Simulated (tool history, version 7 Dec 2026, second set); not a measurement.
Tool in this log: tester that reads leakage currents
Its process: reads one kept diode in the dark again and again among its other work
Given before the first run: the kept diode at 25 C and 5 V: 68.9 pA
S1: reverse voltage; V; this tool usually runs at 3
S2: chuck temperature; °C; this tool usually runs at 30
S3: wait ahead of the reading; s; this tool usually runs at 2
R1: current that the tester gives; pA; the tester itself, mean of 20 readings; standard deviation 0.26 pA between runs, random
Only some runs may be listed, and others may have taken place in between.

| run | hour | S1 | S2 | S3 | R1 |
|---|---|---|---|---|---|
| 1 | 0 | 3 | 30 | 2 | 85.71 |
| 2 | 31.7 | 3 | 30 | 2 | 86.82 |
| 3 | 85.3 | 3 | 30 | 2 | 86.79 |
| 4 | 149.6 | 3 | 53 | 2 | 556.54 |
| 5 | 215 | 3 | 53 | 2 | 562.88 |
| 6 | 285.1 | 3.69 | 30 | 2 | 98.48 |
| 7 | 320.5 | 3 | 30 | 1.95 | 89.05 |
| 8 | 375.4 | 3 | 30 | 1.95 | 90.11 |
| 9 | 424.3 | 3 | 25 | 2 | 58.99 |
| 10 | 472.5 | 3 | 25 | 2 | 58.68 |
| 11 | 513.2 | 3 | 25 | 2 | 59.33 |
| 12 | 568.6 | 3 | 25 | 2 | 59.85 |
| 13 | 624.8 | 3 | 30 | 2 | 92.96 |
| 14 | 673.7 | 3 | 30 | 2 | 93.17 |
| 15 | 738.7 | 3 | 30 | 0.45 | 96.01 |
| 16 | 800.7 | 3 | 30 | 0.45 | 96.79 |
| 17 | 864.3 | 3.96 | 30 | 2 | 99.12 |
| 18 | 914.4 | 3.96 | 30 | 2 | 100.06 |
| 19 | 971 | 3 | 30 | 2 | 87.21 |
| 20 | 1006 | 3 | 30 | 2 | 87.88 |
| 21 | 1073.7 | 3 | 22 | 2 | 44.31 |
| 22 | 1116.6 | 2.42 | 35 | 0.63 | 122.65 |
| 23 | 1189.6 | 1.02 | 26 | 1.23 | 37.1 |
| 24 | 1242.5 | 1.02 | 23 | 1.23 | 28.83 |
| 25 | 1289.5 | 1.02 | 23 | 1.23 | 29.02 |
| 26 | 1339.6 | 7.68 | 40 | 1.23 | 334 |
| 27 | 1379.9 | 3 | 37 | 0.67 | 165.69 |
| 28 | 1410 | 3 | 30 | 3.14 | 92.16 |
| 29 | 1462 | 3 | 30 | 6.24 | 92.46 |
| 30 | 1508.6 | 1.22 | 24 | 6.24 | 35.21 |
| 31 | 1571.3 | 1.22 | 24 | 6.24 | 35.48 |
| 32 | 1601.8 | 1.22 | 24 | 6.24 | 35.48 |
| 33 | 1648.1 | 1.04 | 21 | 0.31 | 26.6 |
| 34 | 1684.4 | 7.87 | 30 | 5.79 | 153.75 |
| 35 | 1736.3 | 7.87 | 30 | 5.79 | 142.65 |
| 36 | 1778.1 | 7.87 | 30 | 5.79 | 143.74 |
| 37 | 1813.8 | 7.87 | 30 | 6.43 | 144.29 |
| 38 | 1863.7 | 7.87 | 30 | 6.43 | 144.5 |
| 39 | 1905.9 | 7.87 | 30 | 6.43 | 145.12 |

Between the runs listed above, the log contained 2 entries, not reproduced here. Where in the sequence does each belong, and how does what the log doesn't record of the tool's condition differ from the listed run before to the listed run after?
Between runs 16 and 17: chuck's temperature calibrated (hour 829.4)
  stray current of the dirty probe card, pA a volt: 0.418 -> 0.443; current scale over the true one, %: 0.84 -> 0.86; true chuck temperature over the reading, C: 1.09 -> 0.01
  measured value less the no-hidden-state value, R1: +10.31 -> +2.56 pA
Between runs 34 and 35: chuck's temperature calibrated (hour 1698.2)
  stray current of the dirty probe card, pA a volt: 0.78 -> 0.801; current scale over the true one, %: 1.1 -> 1.11; true chuck temperature over the reading, C: 0.96 -> 0.02
  measured value less the no-hidden-state value, R1: +19.37 -> +7.96 pA

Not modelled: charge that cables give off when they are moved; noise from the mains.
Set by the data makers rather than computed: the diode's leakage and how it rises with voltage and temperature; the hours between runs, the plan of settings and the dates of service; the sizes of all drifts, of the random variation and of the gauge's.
